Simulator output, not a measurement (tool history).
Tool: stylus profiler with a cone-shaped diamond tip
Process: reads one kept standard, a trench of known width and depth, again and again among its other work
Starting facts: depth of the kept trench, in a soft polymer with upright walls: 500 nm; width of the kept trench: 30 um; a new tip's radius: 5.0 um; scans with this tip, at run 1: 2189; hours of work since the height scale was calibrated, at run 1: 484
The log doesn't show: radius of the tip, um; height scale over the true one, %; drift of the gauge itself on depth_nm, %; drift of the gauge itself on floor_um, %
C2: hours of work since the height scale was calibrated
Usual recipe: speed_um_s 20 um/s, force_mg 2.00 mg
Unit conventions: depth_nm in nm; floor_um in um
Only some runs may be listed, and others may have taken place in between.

{"run": 1, "hour": 0.0, "speed_um_s": 20, "force_mg": 2.0, "scans with this tip": 2189, "C2": 484, "depth_nm": 503.29, "floor_um": 25.55}
{"run": 2, "hour": 53.9, "speed_um_s": 20, "force_mg": 2.5, "scans with this tip": 2295, "C2": 507, "depth_nm": 503.94, "floor_um": 25.58}
{"run": 3, "hour": 102.2, "speed_um_s": 20, "force_mg": 2.5, "scans with this tip": 2389, "C2": 528, "depth_nm": 504.02, "floor_um": 25.58}
{"run": 4, "hour": 171.2, "speed_um_s": 6, "force_mg": 2.5, "scans with this tip": 2524, "C2": 558, "depth_nm": 503.97, "floor_um": 25.59}
{"run": 5, "hour": 203.1, "speed_um_s": 20, "force_mg": 5.26, "scans with this tip": 2586, "C2": 572, "depth_nm": 506.61, "floor_um": 25.58}
{"run": 6, "hour": 248.3, "speed_um_s": 20, "force_mg": 5.26, "scans with this tip": 2674, "C2": 591, "depth_nm": 506.7, "floor_um": 25.54}
{"run": 7, "hour": 308.9, "speed_um_s": 20, "force_mg": 5.26, "scans with this tip": 2793, "C2": 618, "depth_nm": 506.45, "floor_um": 25.63}
{"run": 8, "hour": 346.1, "speed_um_s": 20, "force_mg": 0.68, "scans with this tip": 2865, "C2": 634, "depth_nm": 501.78, "floor_um": 25.52}
{"run": 9, "hour": 406.3, "speed_um_s": 20, "force_mg": 0.68, "scans with this tip": 2983, "C2": 660, "depth_nm": 501.65, "floor_um": 25.57}
{"run": 10, "hour": 474.0, "speed_um_s": 18, "force_mg": 2.0, "scans with this tip": 3115, "C2": 689, "depth_nm": 503.3, "floor_um": 25.55}
{"run": 11, "hour": 505.6, "speed_um_s": 20, "force_mg": 2.0, "scans with this tip": 3177, "C2": 703, "depth_nm": 503.63, "floor_um": 25.55}
{"run": 12, "hour": 566.1, "speed_um_s": 20, "force_mg": 2.0, "scans with this tip": 3295, "C2": 729, "depth_nm": 503.37, "floor_um": 25.54}
{"run": 13, "hour": 599.4, "speed_um_s": 20, "force_mg": 0.87, "scans with this tip": 3360, "C2": 743, "depth_nm": 501.98, "floor_um": 25.52}
{"run": 14, "hour": 654.7, "speed_um_s": 20, "force_mg": 0.87, "scans with this tip": 3468, "C2": 767, "depth_nm": 501.81, "floor_um": 25.49}
{"run": 15, "hour": 722.5, "speed_um_s": 20, "force_mg": 0.87, "scans with this tip": 3600, "C2": 796, "depth_nm": 502.03, "floor_um": 25.46}
{"run": 16, "hour": 793.2, "speed_um_s": 66, "force_mg": 0.87, "scans with this tip": 3738, "C2": 827, "depth_nm": 501.97, "floor_um": 25.16}
{"run": 17, "hour": 838.4, "speed_um_s": 20, "force_mg": 2.0, "scans with this tip": 3827, "C2": 846, "depth_nm": 503.27, "floor_um": 25.48}
{"run": 18, "hour": 881.0, "speed_um_s": 20, "force_mg": 2.0, "scans with this tip": 3910, "C2": 865, "depth_nm": 503.21, "floor_um": 25.58}
{"run": 19, "hour": 919.7, "speed_um_s": 20, "force_mg": 2.0, "scans with this tip": 3985, "C2": 881, "depth_nm": 503.19, "floor_um": 25.59}
{"run": 20, "hour": 963.3, "speed_um_s": 20, "force_mg": 2.0, "scans with this tip": 4070, "C2": 900, "depth_nm": 503.57, "floor_um": 25.49}
{"run": 21, "hour": 1011.8, "speed_um_s": 20, "force_mg": 2.0, "scans with this tip": 4165, "C2": 921, "depth_nm": 503.42, "floor_um": 25.6}
{"run": 22, "hour": 1057.3, "speed_um_s": 20, "force_mg": 2.0, "scans with this tip": 4254, "C2": 941, "depth_nm": 503.08, "floor_um": 25.56}
{"run": 23, "hour": 1118.0, "speed_um_s": 20, "force_mg": 2.0, "scans with this tip": 4372, "C2": 967, "depth_nm": 503.47, "floor_um": 25.52}
{"run": 24, "hour": 1174.4, "speed_um_s": 59, "force_mg": 2.0, "scans with this tip": 4483, "C2": 991, "depth_nm": 503.32, "floor_um": 25.41}
{"run": 25, "hour": 1207.2, "speed_um_s": 11, "force_mg": 1.06, "scans with this tip": 4547, "C2": 1006, "depth_nm": 502.2, "floor_um": 25.57}
{"run": 26, "hour": 1269.1, "speed_um_s": 11, "force_mg": 0.91, "scans with this tip": 4667, "C2": 1032, "depth_nm": 501.88, "floor_um": 25.58}
{"run": 27, "hour": 1319.2, "speed_um_s": 22, "force_mg": 1.33, "scans with this tip": 4765, "C2": 1054, "depth_nm": 502.71, "floor_um": 25.5}
{"run": 28, "hour": 1368.3, "speed_um_s": 22, "force_mg": 1.33, "scans with this tip": 4861, "C2": 1075, "depth_nm": 502.41, "floor_um": 25.5}
{"run": 29, "hour": 1416.3, "speed_um_s": 8, "force_mg": 3.59, "scans with this tip": 4955, "C2": 1096, "depth_nm": 504.84, "floor_um": 25.53}
{"run": 30, "hour": 1483.8, "speed_um_s": 5, "force_mg": 0.8, "scans with this tip": 5087, "C2": 1125, "depth_nm": 501.91, "floor_um": 25.57}

For run 31, what comes out?
{"run": 31, "hour": 1520.6, "speed_um_s": 22, "force_mg": 4.13, "scans with this tip": 5159, "C2": 1141, "depth_nm": "?", "floor_um": "?"}

Run 31 came out at depth_nm 505.59 nm, floor_um 25.57 um.
With the hidden condition absent and the run-to-run variation left alone, this run would have shown depth_nm 505.61 nm, floor_um 25.58 um.
